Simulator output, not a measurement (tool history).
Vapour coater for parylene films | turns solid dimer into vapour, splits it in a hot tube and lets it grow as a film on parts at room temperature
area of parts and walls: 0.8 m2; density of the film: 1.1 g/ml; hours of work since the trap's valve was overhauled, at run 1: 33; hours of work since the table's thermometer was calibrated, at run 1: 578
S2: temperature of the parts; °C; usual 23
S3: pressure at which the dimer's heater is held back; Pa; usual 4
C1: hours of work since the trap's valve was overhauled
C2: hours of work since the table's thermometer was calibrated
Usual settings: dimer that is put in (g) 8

Run 1, hour 0: usual settings; C1 33; C2 578. Result: thickness of the film (nm) 4550.
Run 2, hour 9: usual settings but dimer that is put in (g) 13; C1 41; C2 586. Result: thickness of the film (nm) 7390.
Run 3, hour 19.5: usual settings; C1 51; C2 595. Result: thickness of the film (nm) 4560.
Run 4, hour 27.4: usual settings; C1 58; C2 602. Result: thickness of the film (nm) 4480.
Run 5, hour 41.6: usual settings but S3 11.23 Pa; C1 70; C2 615. Result: thickness of the film (nm) 3940.
Run 6, hour 49.3: usual settings; C1 77; C2 622. Result: thickness of the film (nm) 4540.
Run 7, hour 66: usual settings; C1 92; C2 637. Result: thickness of the film (nm) 4470.
Run 8, hour 84.7: usual settings; C1 109; C2 653. Result: thickness of the film (nm) 4500.
Run 9, hour 99.9: usual settings; C1 122; C2 667. Result: thickness of the film (nm) 4540.
Run 10, hour 110.2: usual settings; C1 132; C2 676. Result: thickness of the film (nm) 4440.
Run 11, hour 127.9: usual settings but dimer that is put in (g) 5, S2 21 °C; C1 147; C2 692. Result: thickness of the film (nm) 2970.
Run 12, hour 142: usual settings but dimer that is put in (g) 5, S2 21 °C; C1 160; C2 705. Result: thickness of the film (nm) 2950.
Run 13, hour 152.7: usual settings but dimer that is put in (g) 5, S2 21 °C; C1 170; C2 714. Result: thickness of the film (nm) 2940.
Run 14, hour 163.9: usual settings but S2 33 °C, S3 10.92 Pa; C1 180; C2 724. Result: thickness of the film (nm) 3090.

5 ways to go on from here, each from the tool as it stands after run 14. What would each give?
Run A, hour 178.9: usual settings but S3 6.83 Pa; C1 193; C2 738. Result: thickness of the film (nm) ?.
Run B, hour 178.9: usual settings but dimer that is put in (g) 6, S3 2.47 Pa; C1 193; C2 738. Result: thickness of the film (nm) ?.
Run C, hour 178.9: usual settings but dimer that is put in (g) 11; C1 193; C2 738. Result: thickness of the film (nm) ?.
Run D, hour 178.9: usual settings but dimer that is put in (g) 5, S2 28 °C; C1 193; C2 738. Result: thickness of the film (nm) ?.
Run E, hour 178.9: usual settings but dimer that is put in (g) 5, S2 17 °C, S3 9.22 Pa; C1 193; C2 738. Result: thickness of the film (nm) ?.

run  thickness of the film (nm)
  A                        4230
  B                        3600
  C                        6240
  D                        2470
  E                        2860
Without the tool's hidden state the same runs would have given:
run  thickness of the film (nm)
  A                        4240
  B                        3610
  C                        6260
  D                        2480
  E                        2870
